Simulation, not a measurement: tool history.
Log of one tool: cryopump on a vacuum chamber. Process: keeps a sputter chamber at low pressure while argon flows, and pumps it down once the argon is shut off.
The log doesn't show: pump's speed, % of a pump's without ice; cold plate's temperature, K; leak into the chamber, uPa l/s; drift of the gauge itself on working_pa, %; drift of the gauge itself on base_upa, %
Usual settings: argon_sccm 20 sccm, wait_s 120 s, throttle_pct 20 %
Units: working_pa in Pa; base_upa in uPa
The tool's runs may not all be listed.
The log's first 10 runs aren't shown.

| run | day | argon_sccm | wait_s | throttle_pct | hours of work since the pump was warmed up and emptied | hours of work since the cold head was overhauled | hours of work since the chamber's fittings were tightened | working_pa | base_upa |
|---|---|---|---|---|---|---|---|---|---|
| 11 | 5.150 | 20 | 120 | 36 | 554 | 554 | 2647 | 0.0546 | 0.99 |
| 12 | 5.500 | 20 | 120 | 36 | 560 | 560 | 2653 | 0.0541 | 0.98 |
| 13 | 5.838 | 20 | 120 | 20 | 566 | 566 | 2659 | 0.0944 | 0.98 |
| 14 | 6.354 | 20 | 120 | 20 | 575 | 575 | 2668 | 0.0952 | 0.97 |
| 15 | 6.712 | 20 | 120 | 20 | 582 | 582 | 2675 | 0.0948 | 0.97 |
| 16 | 7.212 | 32 | 120 | 20 | 591 | 591 | 2684 | 0.1512 | 0.97 |
| 17 | 7.688 | 32 | 120 | 20 | 599 | 599 | 2692 | 0.1527 | 1.02 |
| 18 | 8.046 | 20 | 65 | 20 | 605 | 605 | 2698 | 0.0954 | 1.28 |
| 19 | 8.562 | 9 | 175 | 26 | 614 | 614 | 2707 | 0.0338 | 0.91 |
| 20 | 9.058 | 12 | 175 | 22 | 623 | 623 | 2716 | 0.0524 | 0.92 |
| 21 | 9.646 | 22 | 120 | 57 | 634 | 634 | 2726 | 0.0405 | 1.02 |
| 22 | 10.117 | 22 | 120 | 57 | 642 | 642 | 2735 | 0.0408 | 0.99 |
| 23 | 10.504 | 18 | 120 | 16 | 649 | 649 | 2742 | 0.1076 | 1.06 |
| 24 | 10.958 | 12 | 94 | 33 | 657 | 657 | 2750 | 0.0361 | 1.14 |
| 25 | 11.450 | 12 | 94 | 33 | 665 | 665 | 2758 | 0.0362 | 1.10 |
| 26 | 11.875 | 12 | 94 | 33 | 673 | 673 | 2766 | 0.0363 | 1.10 |
| 27 | 12.546 | 17 | 85 | 56 | 685 | 685 | 2778 | 0.0324 | 1.13 |
| 28 | 13.175 | 17 | 85 | 56 | 696 | 696 | 2789 | 0.0319 | 1.23 |
| 29 | 13.683 | 24 | 241 | 17 | 705 | 705 | 2798 | 0.1344 | 0.86 |
| 30 | 14.125 | 9 | 42 | 18 | 713 | 713 | 2806 | 0.0471 | 1.54 |
| 31 | 14.767 | 31 | 59 | 39 | 724 | 724 | 2817 | 0.0819 | 1.36 |
| 32 | 15.283 | 14 | 59 | 39 | 733 | 733 | 2826 | 0.0372 | 1.36 |
| 33 | 15.912 | 20 | 120 | 15 | 744 | 744 | 2837 | 0.1273 | 1.01 |
| 34 | 16.571 | 16 | 248 | 25 | 756 | 756 | 2849 | 0.0631 | 0.92 |

Forecast each of these 3 alternatives for the next run:
| A | 17.229 | 24 | 286 | 20 | 767 | 767 | 2860 | ? | ? |
| B | 17.229 | 16 | 248 | 53 | 767 | 767 | 2860 | ? | ? |
| C | 17.229 | 18 | 244 | 20 | 767 | 767 | 2860 | ? | ? |

| run | working_pa | base_upa |
|---|---|---|
| A | 0.1171 | 0.87 |
| B | 0.0329 | 0.93 |
| C | 0.0877 | 0.95 |
Without the tool's hidden state the same runs would have given:
| run | working_pa | base_upa |
|---|---|---|
| A | 0.1093 | 0.23 |
| B | 0.0276 | 0.29 |
| C | 0.0819 | 0.30 |
